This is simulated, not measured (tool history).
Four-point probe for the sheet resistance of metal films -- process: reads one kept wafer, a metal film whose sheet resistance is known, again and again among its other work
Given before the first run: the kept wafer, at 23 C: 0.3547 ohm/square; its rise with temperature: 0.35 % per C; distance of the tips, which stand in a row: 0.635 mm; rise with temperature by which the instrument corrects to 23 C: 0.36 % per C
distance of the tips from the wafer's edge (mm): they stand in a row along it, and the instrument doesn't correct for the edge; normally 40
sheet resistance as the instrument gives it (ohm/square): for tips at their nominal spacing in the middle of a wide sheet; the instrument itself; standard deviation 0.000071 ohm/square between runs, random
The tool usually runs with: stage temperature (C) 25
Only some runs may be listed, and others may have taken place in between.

run,hour,stage temperature (C),distance of the tips from the wafer's edge (mm),sheet resistance as the instrument gives it (ohm/square)
1,0,25,40,0.354658
2,73.5,25,40,0.354651
3,125.4,25,40,0.3546
4,176.4,25,40,0.354599
5,254.9,25,40,0.35467
# hour 316.8: stage's thermometer calibrated
6,353.6,25,40,0.354588
7,396.9,25,40,0.354626
8,494.3,25,40,0.354682
9,570.2,25,40,0.354672
10,658.7,25,40,0.354559
11,745.3,25,40,0.35463
12,832,25,40,0.354672
13,894.2,23,11,0.355349
14,937.3,23,11,0.355425
15,1015.1,24,5,0.357863
16,1104.1,22,20,0.355017
17,1156.8,35,36,0.354079
18,1221.4,19,14,0.355338
19,1283.1,25,14,0.354922
20,1365.9,19,16,0.355206
21,1443.1,19,9,0.356015
22,1526.7,19,9,0.35604
23,1595.9,25,6,0.356675
24,1649.9,25,6,0.356784

Forecast each of these 5 alternatives for the next run:
A,1753.3,20,4,?
B,1753.3,24,22,?
C,1753.3,25,53,?
D,1753.3,25,9,?
E,1753.3,25,49,?

run,sheet resistance as the instrument gives it (ohm/square)
A,0.359646
B,0.354756
C,0.354513
D,0.355562
E,0.354706
Take away the tool's hidden state, keep each run's random variation, and the runs would have read:
run,sheet resistance as the instrument gives it (ohm/square)
A,0.359623
B,0.354733
C,0.354491
D,0.355539
E,0.354683
